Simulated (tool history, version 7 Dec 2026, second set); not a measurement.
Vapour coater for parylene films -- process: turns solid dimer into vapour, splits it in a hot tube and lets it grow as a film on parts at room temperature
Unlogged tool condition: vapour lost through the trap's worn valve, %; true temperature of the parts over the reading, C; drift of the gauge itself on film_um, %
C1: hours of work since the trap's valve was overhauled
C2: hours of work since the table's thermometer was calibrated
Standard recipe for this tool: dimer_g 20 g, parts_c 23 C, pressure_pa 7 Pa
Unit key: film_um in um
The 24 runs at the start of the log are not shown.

{"run": 25, "hour": 749.2, "dimer_g": 19, "parts_c": 17, "pressure_pa": 9.21, "C1": 298, "C2": 1001, "film_um": 11.53}
{"run": 26, "hour": 784.9, "dimer_g": 27, "parts_c": 16, "pressure_pa": 2.17, "C1": 327, "C2": 1030, "film_um": 23.41}
{"run": 27, "hour": 819.4, "dimer_g": 11, "parts_c": 17, "pressure_pa": 6.65, "C1": 356, "C2": 1059, "film_um": 7.09}
{"run": 28, "hour": 859.0, "dimer_g": 11, "parts_c": 17, "pressure_pa": 6.65, "C1": 389, "C2": 1091, "film_um": 7.12}
{"hour": 876.2, "done": "gauge calibrated"}
{"hour": 880.2, "done": "trap's valve overhauled"}
{"run": 29, "hour": 887.2, "dimer_g": 12, "parts_c": 29, "pressure_pa": 9.47, "C1": 6, "C2": 1111, "film_um": 4.17}
{"run": 30, "hour": 905.4, "dimer_g": 12, "parts_c": 29, "pressure_pa": 9.47, "C1": 21, "C2": 1126, "film_um": 4.15}
{"run": 31, "hour": 941.1, "dimer_g": 12, "parts_c": 29, "pressure_pa": 9.47, "C1": 50, "C2": 1156, "film_um": 4.14}
{"run": 32, "hour": 962.6, "dimer_g": 32, "parts_c": 29, "pressure_pa": 11.42, "C1": 68, "C2": 1174, "film_um": 10.62}
{"run": 33, "hour": 1000.6, "dimer_g": 17, "parts_c": 23, "pressure_pa": 8.02, "C1": 99, "C2": 1205, "film_um": 7.99}
{"run": 34, "hour": 1034.4, "dimer_g": 17, "parts_c": 23, "pressure_pa": 8.02, "C1": 127, "C2": 1233, "film_um": 8.06}
{"run": 35, "hour": 1054.1, "dimer_g": 17, "parts_c": 23, "pressure_pa": 8.02, "C1": 144, "C2": 1249, "film_um": 8.04}
{"run": 36, "hour": 1084.7, "dimer_g": 11, "parts_c": 23, "pressure_pa": 8.02, "C1": 169, "C2": 1275, "film_um": 5.2}
{"run": 37, "hour": 1112.3, "dimer_g": 11, "parts_c": 23, "pressure_pa": 8.02, "C1": 192, "C2": 1297, "film_um": 5.21}
{"run": 38, "hour": 1140.2, "dimer_g": 18, "parts_c": 27, "pressure_pa": 9.99, "C1": 215, "C2": 1320, "film_um": 6.82}
{"run": 39, "hour": 1162.1, "dimer_g": 23, "parts_c": 23, "pressure_pa": 7, "C1": 233, "C2": 1338, "film_um": 11.31}
{"run": 40, "hour": 1194.7, "dimer_g": 20, "parts_c": 23, "pressure_pa": 2.63, "C1": 260, "C2": 1365, "film_um": 12.07}
{"run": 41, "hour": 1231.3, "dimer_g": 10, "parts_c": 33, "pressure_pa": 6.54, "C1": 290, "C2": 1396, "film_um": 3.15}
{"run": 42, "hour": 1257.2, "dimer_g": 18, "parts_c": 20, "pressure_pa": 4.23, "C1": 311, "C2": 1417, "film_um": 11.27}
{"run": 43, "hour": 1291.4, "dimer_g": 18, "parts_c": 20, "pressure_pa": 4.23, "C1": 340, "C2": 1445, "film_um": 11.33}
{"run": 44, "hour": 1320.6, "dimer_g": 16, "parts_c": 15, "pressure_pa": 6.36, "C1": 364, "C2": 1469, "film_um": 11.66}
{"run": 45, "hour": 1356.0, "dimer_g": 20, "parts_c": 23, "pressure_pa": 3.5, "C1": 393, "C2": 1499, "film_um": 11.48}
{"hour": 1372.6, "done": "trap's valve overhauled"}
{"run": 46, "hour": 1401.5, "dimer_g": 12, "parts_c": 23, "pressure_pa": 11.75, "C1": 24, "C2": 1533, "film_um": 5.29}

Branching from run 46: 5 alternative next runs. What would each branch give?
{"run": "A", "hour": 1438.4, "dimer_g": 15, "parts_c": 18, "pressure_pa": 3.37, "C1": 54, "C2": 1563, "film_um": "?"}
{"run": "B", "hour": 1438.4, "dimer_g": 12, "parts_c": 23, "pressure_pa": 6.13, "C1": 54, "C2": 1563, "film_um": "?"}
{"run": "C", "hour": 1438.4, "dimer_g": 19, "parts_c": 23, "pressure_pa": 2.83, "C1": 54, "C2": 1563, "film_um": "?"}
{"run": "D", "hour": 1438.4, "dimer_g": 32, "parts_c": 15, "pressure_pa": 11.75, "C1": 54, "C2": 1563, "film_um": "?"}
{"run": "E", "hour": 1438.4, "dimer_g": 30, "parts_c": 17, "pressure_pa": 2.1, "C1": 54, "C2": 1563, "film_um": "?"}

run=A film_um=10.89
run=B film_um=6.05
run=C film_um=11.44
run=D film_um=20.35
run=E film_um=25.25
What these runs would have given with no unlogged condition in the tool:
run=A film_um=10.63
run=B film_um=5.91
run=C film_um=11.17
run=D film_um=19.87
run=E film_um=24.65
